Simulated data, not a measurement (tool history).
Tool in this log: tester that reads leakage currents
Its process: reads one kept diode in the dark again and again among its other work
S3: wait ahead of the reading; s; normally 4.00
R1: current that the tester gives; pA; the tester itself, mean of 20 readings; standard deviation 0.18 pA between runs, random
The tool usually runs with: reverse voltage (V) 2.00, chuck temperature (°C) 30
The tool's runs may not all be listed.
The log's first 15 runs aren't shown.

At hour 2072.6: chuck's temperature calibrated.
Run 16, hour 2116.8: usual settings but chuck temperature (°C) 49. Result: R1 228.92 pA.
Run 17, hour 2275.0: usual settings but reverse voltage (V) 2.25, chuck temperature (°C) 49. Result: R1 249.67 pA.
At hour 2436.2: probe card cleaned and baked.
Run 18, hour 2454.2: usual settings but reverse voltage (V) 2.25, chuck temperature (°C) 49. Result: R1 249.38 pA.
Run 19, hour 2547.1: usual settings but reverse voltage (V) 6.41. Result: R1 121.68 pA.
Run 20, hour 2662.8: usual settings but reverse voltage (V) 6.41. Result: R1 123.42 pA.
Run 21, hour 2808.8: usual settings but reverse voltage (V) 6.41. Result: R1 126.31 pA.
At hour 2933.5: chuck's temperature calibrated.
Run 22, hour 2967.1: usual settings but reverse voltage (V) 8.67, chuck temperature (°C) 23. Result: R1 85.51 pA.
Run 23, hour 3147.1: usual settings but reverse voltage (V) 8.67, chuck temperature (°C) 23. Result: R1 88.70 pA.
Run 24, hour 3334.4: usual settings but reverse voltage (V) 8.67, chuck temperature (°C) 23. Result: R1 91.79 pA.
Run 25, hour 3494.7: usual settings but reverse voltage (V) 6.04, chuck temperature (°C) 25, S3 0.74 s. Result: R1 89.14 pA.
Run 26, hour 3642.9: usual settings but reverse voltage (V) 5.61, chuck temperature (°C) 32, S3 2.37 s. Result: R1 140.12 pA.
At hour 3779.9: chuck's temperature calibrated.
Run 27, hour 3779.9: usual settings but reverse voltage (V) 5.61, chuck temperature (°C) 32, S3 2.37 s. Result: R1 133.55 pA.
Run 28, hour 3873.5: usual settings but reverse voltage (V) 5.34, chuck temperature (°C) 51. Result: R1 476.23 pA.
Run 29, hour 3991.6: usual settings but chuck temperature (°C) 27, S3 9.84 s. Result: R1 50.33 pA.
At hour 4026.2: probe card cleaned and baked.
Run 30, hour 4195.7: usual settings but reverse voltage (V) 4.70, chuck temperature (°C) 22, S3 6.17 s. Result: R1 55.06 pA.
Run 31, hour 4377.6: usual settings but reverse voltage (V) 4.70, chuck temperature (°C) 22, S3 6.17 s. Result: R1 56.61 pA.
Run 32, hour 4553.9: usual settings but reverse voltage (V) 1.29, chuck temperature (°C) 37. Result: R1 82.11 pA.
At hour 4644.8: chuck's temperature calibrated.
Run 33, hour 4689.0: usual settings but reverse voltage (V) 1.29, chuck temperature (°C) 44, S3 6.62 s. Result: R1 124.14 pA.
Run 34, hour 4780.8: usual settings but reverse voltage (V) 1.29, chuck temperature (°C) 44, S3 6.62 s. Result: R1 125.42 pA.
Run 35, hour 4979.5: usual settings but reverse voltage (V) 1.54, chuck temperature (°C) 46. Result: R1 163.64 pA.
Run 36, hour 5182.4: usual settings but reverse voltage (V) 1.54, chuck temperature (°C) 46. Result: R1 166.82 pA.
Run 37, hour 5339.2: usual settings but reverse voltage (V) 1.16, chuck temperature (°C) 21, S3 0.76 s. Result: R1 24.08 pA.
At hour 5474.6: tester calibrated.
Run 38, hour 5476.7: usual settings but reverse voltage (V) 1.16, chuck temperature (°C) 21, S3 0.76 s. Result: R1 25.05 pA.
At hour 5494.8: chuck's temperature calibrated.
Run 39, hour 5595.3: usual settings but reverse voltage (V) 1.17, chuck temperature (°C) 21, S3 0.96 s. Result: R1 23.18 pA.

3 options for the next run, each taken on its own from the tool as it stands now. Forecast them:
At hour 5615.1: probe card cleaned and baked.
Run A, hour 5770.0: usual settings but reverse voltage (V) 2.93, S3 7.45 s. Result: R1 ?.
At hour 5615.1: probe card cleaned and baked.
Run B, hour 5770.0: usual settings but reverse voltage (V) 2.34, chuck temperature (°C) 21, S3 2.11 s. Result: R1 ?.
At hour 5615.1: probe card cleaned and baked.
Run C, hour 5770.0: usual settings but reverse voltage (V) 1.17, S3 1.04 s. Result: R1 ?.

run     R1
  A  74.05
  B  32.66
  C  43.28
Without the tool's unlogged condition, the same runs would have read:
run     R1
  A  72.68
  B  31.86
  C  42.57

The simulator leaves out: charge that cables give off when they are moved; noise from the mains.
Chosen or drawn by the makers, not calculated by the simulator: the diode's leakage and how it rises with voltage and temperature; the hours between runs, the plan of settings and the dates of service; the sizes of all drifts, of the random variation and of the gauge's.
